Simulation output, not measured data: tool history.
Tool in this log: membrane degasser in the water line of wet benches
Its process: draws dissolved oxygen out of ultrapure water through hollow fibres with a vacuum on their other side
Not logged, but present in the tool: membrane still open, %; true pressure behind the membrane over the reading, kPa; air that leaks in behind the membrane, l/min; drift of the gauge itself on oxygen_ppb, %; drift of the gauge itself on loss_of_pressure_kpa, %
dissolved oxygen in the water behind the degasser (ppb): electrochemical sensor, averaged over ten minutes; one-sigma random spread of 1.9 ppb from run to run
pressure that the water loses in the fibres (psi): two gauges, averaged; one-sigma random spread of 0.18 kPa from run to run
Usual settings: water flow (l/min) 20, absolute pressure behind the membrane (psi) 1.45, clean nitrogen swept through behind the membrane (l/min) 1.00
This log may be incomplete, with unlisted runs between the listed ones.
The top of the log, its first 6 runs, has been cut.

run	hour	water flow (l/min)	absolute pressure behind the membrane (psi)	clean nitrogen swept through behind the membrane (l/min)	hours since the membrane was changed	hours since the vacuum gauge was calibrated	hours since the vacuum lines were made tight	dissolved oxygen in the water behind the degasser (ppb)	pressure that the water loses in the fibres (psi)
# hour 822.5: vacuum gauge calibrated
7	1000.7	30	1.45	1.00	4285	178	2569	491.6	7.793
8	1110.6	20	1.45	1.00	4395	288	2678	321.2	5.184
9	1286.5	20	0.87	1.00	4571	464	2854	152.6	5.194
10	1495.5	20	1.45	1.00	4780	673	3063	324.8	5.217
11	1608.2	20	1.45	1.00	4893	786	3176	327.0	5.217
12	1764.3	20	1.45	1.00	5049	942	3332	320.9	5.278
# hour 1777.8: vacuum gauge calibrated, once more
# hour 1857.0: seals of the vacuum lines changed
13	1879.9	20	1.45	1.00	5162	100	23	304.2	5.207
14	2000.7	20	1.45	1.00	5283	221	144	306.6	5.232
15	2156.6	20	0.96	1.00	5439	377	300	163.9	5.250
16	2314.5	20	1.45	1.00	5597	535	458	307.9	5.266
17	2438.8	21	1.45	0.45	5721	659	582	597.6	5.478
18	2549.6	21	1.45	0.45	5832	770	693	599.6	5.548
19	2722.4	13	1.45	0.46	6005	943	865	394.4	3.461
20	2901.0	20	1.45	0.79	6183	1121	1044	377.1	5.305
21	3023.7	29	1.45	0.48	6306	1244	1167	753.0	7.681
22	3156.0	29	1.45	0.48	6438	1376	1299	749.9	7.703
23	3313.1	14	1.45	0.95	6595	1533	1456	230.6	3.704
24	3436.3	14	1.45	0.95	6718	1656	1579	230.0	3.713
25	3542.0	18	1.45	0.41	6824	1762	1685	566.1	4.737
26	3681.0	25	1.45	1.00	6963	1901	1824	392.4	6.649
27	3821.1	25	1.45	1.00	7103	2041	1964	389.4	6.634
28	3980.9	25	1.45	1.00	7263	2201	2124	396.8	6.669
29	4084.0	25	1.45	1.00	7366	2304	2227	391.2	6.611
30	4223.3	25	1.45	1.00	7506	2444	2366	397.5	6.646
31	4312.8	20	2.57	1.00	7595	2533	2456	630.8	5.362

Predict each of these 4 candidate next runs independently; none follows another, all start after run 31:
A	4495.7	12	1.35	0.79	7778	2716	2639	?	?
B	4495.7	20	1.45	0.89	7778	2716	2639	?	?
C	4495.7	19	2.57	1.00	7778	2716	2639	?	?
D	4495.7	20	2.06	2.29	7778	2716	2639	?	?

run	dissolved oxygen in the water behind the degasser (ppb)	pressure that the water loses in the fibres (psi)
A	211.8	3.191
B	343.4	5.317
C	591.4	5.072
D	241.9	5.381
Take away the tool's hidden state, keep each run's random variation, and the runs would have read:
run	dissolved oxygen in the water behind the degasser (ppb)	pressure that the water loses in the fibres (psi)
A	205.7	2.973
B	331.9	4.953
C	580.1	4.727
D	232.5	5.017
